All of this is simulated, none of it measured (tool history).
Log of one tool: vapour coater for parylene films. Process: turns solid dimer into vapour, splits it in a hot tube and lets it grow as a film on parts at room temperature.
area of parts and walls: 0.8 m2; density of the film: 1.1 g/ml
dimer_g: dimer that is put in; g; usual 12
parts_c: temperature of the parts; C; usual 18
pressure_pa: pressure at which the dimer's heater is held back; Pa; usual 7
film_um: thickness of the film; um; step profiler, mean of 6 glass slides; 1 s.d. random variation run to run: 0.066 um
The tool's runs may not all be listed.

{"run": 1, "hour": 0.0, "dimer_g": 12, "parts_c": 18, "pressure_pa": 7, "film_um": 7.72}
{"run": 2, "hour": 41.5, "dimer_g": 12, "parts_c": 18, "pressure_pa": 7, "film_um": 7.57}
{"run": 3, "hour": 78.0, "dimer_g": 12, "parts_c": 18, "pressure_pa": 3.25, "film_um": 8.33}
{"run": 4, "hour": 97.2, "dimer_g": 12, "parts_c": 18, "pressure_pa": 3.25, "film_um": 8.23}
{"run": 5, "hour": 120.3, "dimer_g": 12, "parts_c": 18, "pressure_pa": 3.25, "film_um": 8.16}
{"run": 6, "hour": 150.2, "dimer_g": 12, "parts_c": 18, "pressure_pa": 7, "film_um": 7.32}
{"run": 7, "hour": 183.5, "dimer_g": 12, "parts_c": 18, "pressure_pa": 7, "film_um": 7.25}
{"run": 8, "hour": 201.8, "dimer_g": 12, "parts_c": 18, "pressure_pa": 7, "film_um": 7.23}
{"run": 9, "hour": 233.3, "dimer_g": 8, "parts_c": 18, "pressure_pa": 7, "film_um": 4.75}
{"run": 10, "hour": 265.7, "dimer_g": 8, "parts_c": 18, "pressure_pa": 7, "film_um": 4.67}
{"hour": 281.7, "done": "trap's valve overhauled"}
{"run": 11, "hour": 301.5, "dimer_g": 8, "parts_c": 18, "pressure_pa": 7, "film_um": 5.1}
{"run": 12, "hour": 321.4, "dimer_g": 8, "parts_c": 18, "pressure_pa": 7, "film_um": 5.05}
{"run": 13, "hour": 342.7, "dimer_g": 12, "parts_c": 27, "pressure_pa": 7, "film_um": 5.45}
{"run": 14, "hour": 382.5, "dimer_g": 21, "parts_c": 18, "pressure_pa": 7, "film_um": 13.13}
{"run": 15, "hour": 405.2, "dimer_g": 21, "parts_c": 18, "pressure_pa": 7, "film_um": 12.98}
{"run": 16, "hour": 443.9, "dimer_g": 21, "parts_c": 18, "pressure_pa": 7, "film_um": 12.98}
{"run": 17, "hour": 479.1, "dimer_g": 21, "parts_c": 18, "pressure_pa": 7, "film_um": 12.51}
{"run": 18, "hour": 511.1, "dimer_g": 21, "parts_c": 18, "pressure_pa": 7, "film_um": 12.54}
{"run": 19, "hour": 544.9, "dimer_g": 12, "parts_c": 18, "pressure_pa": 7, "film_um": 7.14}
{"run": 20, "hour": 565.5, "dimer_g": 10, "parts_c": 18, "pressure_pa": 7, "film_um": 5.87}
{"hour": 579.6, "done": "trap's valve overhauled"}
{"run": 21, "hour": 606.1, "dimer_g": 10, "parts_c": 18, "pressure_pa": 7, "film_um": 6.39}
{"run": 22, "hour": 632.1, "dimer_g": 10, "parts_c": 18, "pressure_pa": 8.56, "film_um": 6.16}
{"run": 23, "hour": 656.5, "dimer_g": 12, "parts_c": 16, "pressure_pa": 7, "film_um": 8.08}
{"run": 24, "hour": 695.4, "dimer_g": 12, "parts_c": 16, "pressure_pa": 7, "film_um": 8.03}
{"run": 25, "hour": 725.1, "dimer_g": 19, "parts_c": 20, "pressure_pa": 9.23, "film_um": 10.62}
{"run": 26, "hour": 765.9, "dimer_g": 19, "parts_c": 18, "pressure_pa": 5.27, "film_um": 11.85}
{"run": 27, "hour": 787.9, "dimer_g": 6, "parts_c": 28, "pressure_pa": 5.23, "film_um": 2.56}
{"run": 28, "hour": 824.4, "dimer_g": 12, "parts_c": 26, "pressure_pa": 2.19, "film_um": 6.08}
{"run": 29, "hour": 854.4, "dimer_g": 12, "parts_c": 26, "pressure_pa": 2.19, "film_um": 5.88}
{"hour": 876.1, "done": "trap's valve overhauled"}
{"run": 30, "hour": 880.4, "dimer_g": 12, "parts_c": 26, "pressure_pa": 2.19, "film_um": 6.63}
{"run": 31, "hour": 897.6, "dimer_g": 7, "parts_c": 15, "pressure_pa": 2, "film_um": 5.76}
{"run": 32, "hour": 929.9, "dimer_g": 21, "parts_c": 15, "pressure_pa": 5.37, "film_um": 15.28}
{"run": 33, "hour": 963.3, "dimer_g": 6, "parts_c": 18, "pressure_pa": 7, "film_um": 3.75}
{"run": 34, "hour": 989.4, "dimer_g": 12, "parts_c": 17, "pressure_pa": 7, "film_um": 7.61}

Run 35, settings as shown, results not yet in. Your forecast:
{"run": 35, "hour": 1011.8, "dimer_g": 7, "parts_c": 18, "pressure_pa": 5.09, "film_um": "?"}

{"run 35": {"film_um": 4.45}}
The same run, on a tool lacking any hidden state, would have yielded film_um 4.73 um.
